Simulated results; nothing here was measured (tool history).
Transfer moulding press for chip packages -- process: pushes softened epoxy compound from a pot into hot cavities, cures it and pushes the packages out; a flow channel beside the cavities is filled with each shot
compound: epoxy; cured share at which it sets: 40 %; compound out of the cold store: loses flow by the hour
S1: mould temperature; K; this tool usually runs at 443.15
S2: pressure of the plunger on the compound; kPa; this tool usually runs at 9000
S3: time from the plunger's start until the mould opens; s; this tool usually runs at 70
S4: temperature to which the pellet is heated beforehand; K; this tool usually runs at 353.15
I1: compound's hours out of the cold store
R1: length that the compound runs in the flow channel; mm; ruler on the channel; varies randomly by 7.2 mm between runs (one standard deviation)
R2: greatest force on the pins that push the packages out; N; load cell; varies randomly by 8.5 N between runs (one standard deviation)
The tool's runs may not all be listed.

| run | hour | S1 | S2 | S3 | S4 | I1 | R1 | R2 |
|---|---|---|---|---|---|---|---|---|
| 1 | 0.0 | 443.15 | 9000 | 70 | 353.15 | 15.5 | 817 | 542 |
| 2 | 9.6 | 443.15 | 9000 | 70 | 353.15 | 20.6 | 806 | 594 |
|  | 21.0 | cavities cleaned with cleaning compound and waxed |
| 3 | 25.8 | 443.15 | 9000 | 70 | 353.15 | 17.7 | 807 | 429 |
| 4 | 37.4 | 443.15 | 9000 | 70 | 353.15 | 40.0 | 749 | 455 |
| 5 | 47.5 | 443.15 | 9000 | 70 | 353.15 | 31.7 | 771 | 503 |
| 6 | 64.4 | 443.15 | 9000 | 70 | 353.15 | 44.9 | 732 | 525 |
| 7 | 72.3 | 443.15 | 9000 | 70 | 353.15 | 28.2 | 762 | 573 |
| 8 | 84.0 | 443.15 | 9000 | 70 | 353.15 | 31.9 | 769 | 595 |
|  | 88.6 | cavities cleaned with cleaning compound and waxed |
| 9 | 101.8 | 443.15 | 9000 | 70 | 353.15 | 17.1 | 792 | 468 |
| 10 | 112.0 | 443.15 | 9000 | 85 | 353.15 | 31.5 | 764 | 374 |
| 11 | 125.9 | 443.15 | 9000 | 85 | 353.15 | 30.8 | 760 | 413 |
| 12 | 136.0 | 443.15 | 9000 | 72 | 353.15 | 20.2 | 794 | 549 |
| 13 | 143.8 | 443.15 | 9000 | 72 | 353.15 | 38.8 | 736 | 550 |
|  | 155.8 | cavities cleaned with cleaning compound and waxed |
| 14 | 159.5 | 443.15 | 9000 | 72 | 353.15 | 23.5 | 780 | 402 |
| 15 | 171.0 | 439.15 | 9780 | 58 | 352.15 | 24.9 | 819 | 991 |
| 16 | 187.6 | 437.15 | 9070 | 54 | 345.15 | 33.9 | 772 | 1408 |
| 17 | 195.1 | 448.15 | 9000 | 86 | 353.15 | 19.8 | 753 | 380 |
| 18 | 213.7 | 444.15 | 9950 | 70 | 347.15 | 24.2 | 802 | 569 |
|  | 223.1 | cavities cleaned with cleaning compound and waxed |
| 19 | 227.0 | 449.15 | 10640 | 94 | 363.15 | 9.0 | 844 | 280 |
| 20 | 245.3 | 438.15 | 10460 | 94 | 360.15 | 12.5 | 885 | 433 |
| 21 | 256.3 | 438.15 | 9000 | 70 | 350.15 | 11.7 | 817 | 823 |
| 22 | 264.0 | 450.15 | 9450 | 95 | 362.15 | 38.7 | 715 | 383 |
| 23 | 279.1 | 450.15 | 8900 | 64 | 343.15 | 46.4 | 673 | 457 |
| 24 | 287.7 | 450.15 | 8900 | 64 | 343.15 | 18.8 | 735 | 490 |
|  | 291.6 | cavities cleaned with cleaning compound and waxed |
| 25 | 299.5 | 444.15 | 8230 | 79 | 348.15 | 10.6 | 756 | 351 |
| 26 | 307.4 | 444.15 | 8230 | 53 | 349.15 | 23.2 | 721 | 872 |
| 27 | 325.0 | 443.15 | 9000 | 70 | 346.15 | 29.2 | 752 | 556 |
| 28 | 337.6 | 443.15 | 9000 | 77 | 360.15 | 20.9 | 761 | 478 |

Below, each run's measurement less what the same run would have read without the hidden state. Both values contain the same run-to-run variation, but the gauge's scatter may not be the same in both:
Unlogged tool condition in this case: true mould temperature over the reading, C; pressure that reaches the compound, % of what is set; grip of the stained cavities, % over clean ones'; drift of the gauge itself on flow_mm, %; drift of the gauge itself on push_out_n, %.
| run | R1 | R2 |
|---|---|---|
| 1 | -22 | +179 |
| 2 | -23 | +207 |
| 3 | -25 | +50 |
| 4 | -25 | +99 |
| 5 | -27 | +138 |
| 6 | -27 | +177 |
| 7 | -29 | +202 |
| 8 | -31 | +223 |
| 9 | -34 | +94 |
| 10 | -34 | +94 |
| 11 | -36 | +129 |
| 12 | -39 | +191 |
| 13 | -37 | +202 |
| 14 | -42 | +49 |
| 15 | -46 | +226 |
| 16 | -46 | +435 |
| 17 | -46 | +120 |
| 18 | -51 | +215 |
| 19 | -56 | +17 |
| 20 | -61 | +110 |
| 21 | -58 | +263 |
| 22 | -53 | +118 |
| 23 | -52 | +163 |
| 24 | -57 | +185 |
| 25 | -60 | +52 |
| 26 | -59 | +206 |
| 27 | -64 | +177 |
| 28 | -66 | +166 |
